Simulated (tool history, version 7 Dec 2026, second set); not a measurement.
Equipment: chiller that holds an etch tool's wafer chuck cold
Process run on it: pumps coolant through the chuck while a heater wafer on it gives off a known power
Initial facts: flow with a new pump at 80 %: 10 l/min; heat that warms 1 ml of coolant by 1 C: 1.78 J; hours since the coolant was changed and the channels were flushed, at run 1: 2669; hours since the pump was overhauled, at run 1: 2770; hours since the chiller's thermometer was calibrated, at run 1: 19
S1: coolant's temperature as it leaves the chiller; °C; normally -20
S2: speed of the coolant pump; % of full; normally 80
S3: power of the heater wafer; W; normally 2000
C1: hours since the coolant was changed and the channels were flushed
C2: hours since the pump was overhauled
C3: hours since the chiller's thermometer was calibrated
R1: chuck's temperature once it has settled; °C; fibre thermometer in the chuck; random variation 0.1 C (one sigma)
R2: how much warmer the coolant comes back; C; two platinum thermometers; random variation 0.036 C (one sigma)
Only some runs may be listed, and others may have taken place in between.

{"run": 1, "day": 0.0, "S1": -20, "S2": 80, "S3": 2000, "C1": 2669, "C2": 2770, "C3": 19, "R1": 3.2, "R2": 6.96}
{"run": 2, "day": 4.129, "S1": -20, "S2": 80, "S3": 2000, "C1": 2768, "C2": 2869, "C3": 118, "R1": 3.2, "R2": 6.86}
{"run": 3, "day": 6.183, "S1": -20, "S2": 80, "S3": 2791, "C1": 2818, "C2": 2918, "C3": 168, "R1": 12.4, "R2": 9.6}
{"run": 4, "day": 8.579, "S1": -20, "S2": 80, "S3": 2791, "C1": 2875, "C2": 2976, "C3": 225, "R1": 12.4, "R2": 9.59}
{"run": 5, "day": 12.638, "S1": -20, "S2": 80, "S3": 2000, "C1": 2973, "C2": 3073, "C3": 322, "R1": 3.6, "R2": 6.92}
{"run": 6, "day": 16.254, "S1": -20, "S2": 80, "S3": 2000, "C1": 3059, "C2": 3160, "C3": 409, "R1": 3.7, "R2": 6.91}
{"run": 7, "day": 19.508, "S1": -20, "S2": 80, "S3": 2000, "C1": 3138, "C2": 3238, "C3": 487, "R1": 3.6, "R2": 6.94}
{"run": 8, "day": 22.308, "S1": -20, "S2": 80, "S3": 2000, "C1": 3205, "C2": 3305, "C3": 555, "R1": 3.4, "R2": 6.91}
{"run": 9, "day": 24.383, "S1": -20, "S2": 64, "S3": 2446, "C1": 3255, "C2": 3355, "C3": 604, "R1": 12.6, "R2": 10.63}
{"run": 10, "day": 27.775, "S1": -11, "S2": 95, "S3": 2493, "C1": 3336, "C2": 3436, "C3": 686, "R1": 15.6, "R2": 7.29}
{"run": 11, "day": 32.292, "S1": -17, "S2": 97, "S3": 2493, "C1": 3444, "C2": 3545, "C3": 794, "R1": 9.3, "R2": 7.15}
{"run": 12, "day": 35.671, "S1": -17, "S2": 81, "S3": 1501, "C1": 3525, "C2": 3626, "C3": 875, "R1": 0.7, "R2": 5.15}
{"run": 13, "day": 39.871, "S1": -20, "S2": 91, "S3": 1528, "C1": 3626, "C2": 3727, "C3": 976, "R1": -3.3, "R2": 4.66}
{"run": 14, "day": 43.992, "S1": -20, "S2": 91, "S3": 1528, "C1": 3725, "C2": 3826, "C3": 1075, "R1": -3.1, "R2": 4.67}

Each row is a separate what-if for the run after 14, all from the same tool condition, not one after another. Results?
{"run": "A", "day": 47.354, "S1": -11, "S2": 74, "S3": 1432, "C1": 3806, "C2": 3906, "C3": 1156, "R1": "?", "R2": "?"}
{"run": "B", "day": 47.354, "S1": -13, "S2": 61, "S3": 1966, "C1": 3806, "C2": 3906, "C3": 1156, "R1": "?", "R2": "?"}
{"run": "C", "day": 47.354, "S1": -17, "S2": 91, "S3": 2148, "C1": 3806, "C2": 3906, "C3": 1156, "R1": "?", "R2": "?"}
{"run": "D", "day": 47.354, "S1": -27, "S2": 90, "S3": 2599, "C1": 3806, "C2": 3906, "C3": 1156, "R1": "?", "R2": "?"}
{"run": "E", "day": 47.354, "S1": -16, "S2": 80, "S3": 2000, "C1": 3806, "C2": 3906, "C3": 1156, "R1": "?", "R2": "?"}

run=A R1=6.9 R2=5.43
run=B R1=14.1 R2=8.93
run=C R1=6.5 R2=6.52
run=D R1=1.8 R2=8.00
run=E R1=7.4 R2=6.95
What these runs would have given with no unlogged condition in the tool:
run=A R1=5.7 R2=5.24
run=B R1=12.4 R2=8.62
run=C R1=5.0 R2=6.30
run=D R1=0.0 R2=7.73
run=E R1=5.9 R2=6.71

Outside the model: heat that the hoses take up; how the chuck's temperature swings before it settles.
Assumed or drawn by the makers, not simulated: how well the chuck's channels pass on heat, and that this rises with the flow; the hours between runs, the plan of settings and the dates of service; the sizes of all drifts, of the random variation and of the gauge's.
